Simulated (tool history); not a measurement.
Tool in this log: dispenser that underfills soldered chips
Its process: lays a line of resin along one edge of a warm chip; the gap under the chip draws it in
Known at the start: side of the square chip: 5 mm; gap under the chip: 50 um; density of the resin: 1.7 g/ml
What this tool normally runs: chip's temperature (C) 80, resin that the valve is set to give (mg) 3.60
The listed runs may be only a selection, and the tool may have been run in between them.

run	hour	chip's temperature (C)	resin that the valve is set to give (mg)	time until the resin shows at the far edge (s)	resin that the valve gave (mg)
1	0.0	80	3.60	16.9	3.54
2	6.0	80	3.60	22.9	3.53
# hour 8.6: new syringe of resin
3	11.3	80	3.60	19.4	3.52
# hour 17.6: new syringe of resin
4	18.2	80	3.60	16.6	3.53
5	23.8	80	3.60	21.8	3.50
# hour 26.5: new syringe of resin
6	29.4	80	3.60	20.7	3.49
# hour 35.6: new syringe of resin
7	36.0	80	3.60	16.8	3.46
8	43.6	86	3.60	18.5	3.50
# hour 44.8: new syringe of resin
9	49.5	86	3.60	15.2	3.47
# hour 54.1: new syringe of resin
10	57.5	86	3.60	14.2	3.46
# hour 63.5: new syringe of resin
11	64.6	82	3.60	15.9	3.45
12	71.0	80	3.60	24.6	3.46
# hour 72.5: new syringe of resin
# hour 75.7: dispensing valve cleaned and set on the balance
13	79.3	68	3.60	40.8	3.61
# hour 82.7: new syringe of resin
14	84.1	80	3.81	17.8	3.79
15	89.3	80	3.81	23.4	3.79
# hour 91.6: new syringe of resin
16	94.2	90	3.70	11.5	3.69
# hour 100.7: new syringe of resin
17	102.0	81	3.46	16.9	3.43
18	106.4	72	4.20	32.3	4.15
# hour 110.1: new syringe of resin
19	110.1	88	3.36	10.8	3.30
20	117.9	69	4.60	41.9	4.56
# hour 119.1: new syringe of resin
21	121.6	73	4.60	26.6	4.51
22	127.2	73	4.60	34.8	4.52
# hour 128.1: new syringe of resin
23	132.2	88	3.15	14.0	3.07
# hour 137.2: new syringe of resin
24	139.2	81	4.66	17.1	4.57
# hour 146.1: new syringe of resin
25	146.1	80	3.76	15.7	3.68
26	152.9	75	4.67	28.3	4.56
# hour 155.0: new syringe of resin
27	161.2	80	4.00	22.0	3.91
# hour 164.4: new syringe of resin
28	167.4	80	3.53	19.3	3.41
29	171.5	91	3.90	14.3	3.79

Each row is a separate what-if for the run after 29, all from the same tool condition, not one after another. Results?
# hour 173.4: new syringe of resin
A	177.7	82	3.61	?	?
# hour 173.4: new syringe of resin
B	177.7	91	3.31	?	?
# hour 173.4: new syringe of resin
C	177.7	76	4.22	?	?
# hour 173.4: new syringe of resin
D	177.7	78	3.80	?	?

run	time until the resin shows at the far edge (s)	resin that the valve gave (mg)
A	17.6	3.49
B	11.6	3.19
C	25.3	4.06
D	22.0	3.66
With the hidden condition removed and each run's random variation left untouched, the same runs would have given:
run	time until the resin shows at the far edge (s)	resin that the valve gave (mg)
A	14.1	3.61
B	9.3	3.30
C	20.8	4.21
D	17.8	3.79

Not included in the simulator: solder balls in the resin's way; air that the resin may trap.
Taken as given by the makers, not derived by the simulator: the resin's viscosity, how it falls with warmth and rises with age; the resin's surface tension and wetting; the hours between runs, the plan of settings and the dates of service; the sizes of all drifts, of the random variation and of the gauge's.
